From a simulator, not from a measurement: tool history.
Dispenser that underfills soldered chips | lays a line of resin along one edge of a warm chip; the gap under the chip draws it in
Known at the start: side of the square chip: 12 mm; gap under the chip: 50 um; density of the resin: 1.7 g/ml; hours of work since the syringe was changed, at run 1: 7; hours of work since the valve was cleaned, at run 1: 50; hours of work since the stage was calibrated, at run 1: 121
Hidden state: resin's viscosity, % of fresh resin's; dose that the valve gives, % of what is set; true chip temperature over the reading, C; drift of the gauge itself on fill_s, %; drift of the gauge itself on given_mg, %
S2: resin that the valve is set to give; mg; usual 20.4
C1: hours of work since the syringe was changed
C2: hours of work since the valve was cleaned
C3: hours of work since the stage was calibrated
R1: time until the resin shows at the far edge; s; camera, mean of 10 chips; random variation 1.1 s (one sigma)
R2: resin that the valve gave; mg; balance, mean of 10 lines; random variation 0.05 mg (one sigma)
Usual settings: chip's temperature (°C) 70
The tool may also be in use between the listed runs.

run 1 hour=0.0 | chip's_temperature_(°C)=70 S2=20.4 | C1=7 C2=50 C3=121 | R1=187.2 R2=19.90
-- hour=1.4 new syringe of resin
-- hour=12.9 new syringe of resin
run 2 hour=12.9 | chip's_temperature_(°C)=70 S2=20.4 | C1=0 C2=58 C3=129 | R1=107.3 R2=19.88
run 3 hour=22.7 | chip's_temperature_(°C)=70 S2=20.4 | C1=6 C2=64 C3=135 | R1=182.7 R2=19.82
-- hour=24.8 new syringe of resin
run 4 hour=32.4 | chip's_temperature_(°C)=62 S2=20.4 | C1=5 C2=70 C3=141 | R1=233.2 R2=19.64
-- hour=36.1 new syringe of resin
run 5 hour=41.6 | chip's_temperature_(°C)=62 S2=20.4 | C1=4 C2=76 C3=147 | R1=210.8 R2=19.77
-- hour=47.4 new syringe of resin
-- hour=50.8 dispensing valve cleaned and set on the balance
run 6 hour=53.3 | chip's_temperature_(°C)=62 S2=20.4 | C1=3 C2=2 C3=154 | R1=203.6 R2=20.39
-- hour=60.1 new syringe of resin
run 7 hour=61.5 | chip's_temperature_(°C)=62 S2=24.1 | C1=1 C2=7 C3=159 | R1=165.7 R2=24.07
run 8 hour=68.0 | chip's_temperature_(°C)=83 S2=24.1 | C1=5 C2=11 C3=163 | R1=88.9 R2=24.07
-- hour=71.7 new syringe of resin
run 9 hour=76.1 | chip's_temperature_(°C)=83 S2=24.1 | C1=3 C2=16 C3=168 | R1=71.7 R2=23.95
-- hour=83.2 new syringe of resin
run 10 hour=88.6 | chip's_temperature_(°C)=83 S2=24.1 | C1=4 C2=24 C3=176 | R1=75.3 R2=23.88
-- hour=95.0 new syringe of resin
run 11 hour=101.1 | chip's_temperature_(°C)=62 S2=20.4 | C1=4 C2=32 C3=184 | R1=214.6 R2=20.14
-- hour=106.6 new syringe of resin
run 12 hour=113.2 | chip's_temperature_(°C)=62 S2=20.4 | C1=4 C2=40 C3=192 | R1=214.7 R2=20.12
-- hour=118.0 new syringe of resin
run 13 hour=123.0 | chip's_temperature_(°C)=70 S2=24.9 | C1=3 C2=46 C3=198 | R1=136.5 R2=24.55
-- hour=129.5 new syringe of resin
run 14 hour=134.3 | chip's_temperature_(°C)=70 S2=24.9 | C1=3 C2=53 C3=206 | R1=134.6 R2=24.37
-- hour=141.6 new syringe of resin
run 15 hour=145.2 | chip's_temperature_(°C)=70 S2=20.4 | C1=2 C2=60 C3=212 | R1=127.6 R2=19.87
-- hour=153.1 new syringe of resin
run 16 hour=153.1 | chip's_temperature_(°C)=70 S2=20.4 | C1=0 C2=65 C3=217 | R1=103.7 R2=19.87
-- hour=164.8 new syringe of resin
run 17 hour=167.4 | chip's_temperature_(°C)=68 S2=23.8 | C1=2 C2=74 C3=227 | R1=128.1 R2=23.06
-- hour=176.6 new syringe of resin
run 18 hour=176.6 | chip's_temperature_(°C)=68 S2=19.4 | C1=0 C2=80 C3=232 | R1=118.5 R2=18.79
-- hour=178.2 dispensing valve cleaned and set on the balance
run 19 hour=184.9 | chip's_temperature_(°C)=71 S2=18.7 | C1=5 C2=4 C3=237 | R1=151.2 R2=18.63
-- hour=189.6 new syringe of resin
run 20 hour=198.8 | chip's_temperature_(°C)=73 S2=22.3 | C1=6 C2=13 C3=246 | R1=150.0 R2=22.10
-- hour=200.9 new syringe of resin
run 21 hour=207.9 | chip's_temperature_(°C)=70 S2=18.6 | C1=5 C2=19 C3=252 | R1=154.4 R2=18.41
-- hour=213.1 new syringe of resin
run 22 hour=221.4 | chip's_temperature_(°C)=60 S2=25.9 | C1=5 C2=28 C3=260 | R1=271.0 R2=25.47
-- hour=224.8 new syringe of resin
run 23 hour=232.6 | chip's_temperature_(°C)=73 S2=20.4 | C1=5 C2=35 C3=268 | R1=139.9 R2=20.05
-- hour=236.1 new syringe of resin
run 24 hour=241.6 | chip's_temperature_(°C)=63 S2=21.5 | C1=4 C2=40 C3=273 | R1=196.2 R2=21.03
-- hour=247.3 new syringe of resin
run 25 hour=252.3 | chip's_temperature_(°C)=74 S2=18.2 | C1=3 C2=47 C3=280 | R1=114.3 R2=17.78
-- hour=259.2 new syringe of resin
run 26 hour=261.5 | chip's_temperature_(°C)=74 S2=20.5 | C1=2 C2=53 C3=286 | R1=94.3 R2=19.99
-- hour=270.8 new syringe of resin
run 27 hour=271.5 | chip's_temperature_(°C)=74 S2=21.3 | C1=0 C2=59 C3=292 | R1=89.6 R2=20.76
-- hour=282.1 new syringe of resin
run 28 hour=284.5 | chip's_temperature_(°C)=74 S2=21.3 | C1=2 C2=68 C3=301 | R1=96.3 R2=20.61
-- hour=293.7 new syringe of resin
run 29 hour=294.0 | chip's_temperature_(°C)=59 S2=21.4 | C1=0 C2=74 C3=307 | R1=177.4 R2=20.64

3 ways to go on from here, each from the tool as it stands after run 29. What would each give?
-- hour=305.3 new syringe of resin
-- hour=306.3 dispensing valve cleaned and set on the balance
run A hour=307.0 | chip's_temperature_(°C)=80 S2=21.6 | C1=0 C2=0 C3=314 | R1=? R2=?
-- hour=305.3 new syringe of resin
-- hour=306.3 dispensing valve cleaned and set on the balance
run B hour=307.0 | chip's_temperature_(°C)=67 S2=18.2 | C1=0 C2=0 C3=314 | R1=? R2=?
-- hour=305.3 new syringe of resin
-- hour=306.3 dispensing valve cleaned and set on the balance
run C hour=307.0 | chip's_temperature_(°C)=68 S2=21.4 | C1=0 C2=0 C3=314 | R1=? R2=?

run=A R1=66.6 R2=21.65
run=B R1=125.5 R2=18.13
run=C R1=115.9 R2=21.44
Without the tool's hidden state the same runs would have given:
run=A R1=67.2 R2=21.63
run=B R1=127.2 R2=18.12
run=C R1=117.4 R2=21.42

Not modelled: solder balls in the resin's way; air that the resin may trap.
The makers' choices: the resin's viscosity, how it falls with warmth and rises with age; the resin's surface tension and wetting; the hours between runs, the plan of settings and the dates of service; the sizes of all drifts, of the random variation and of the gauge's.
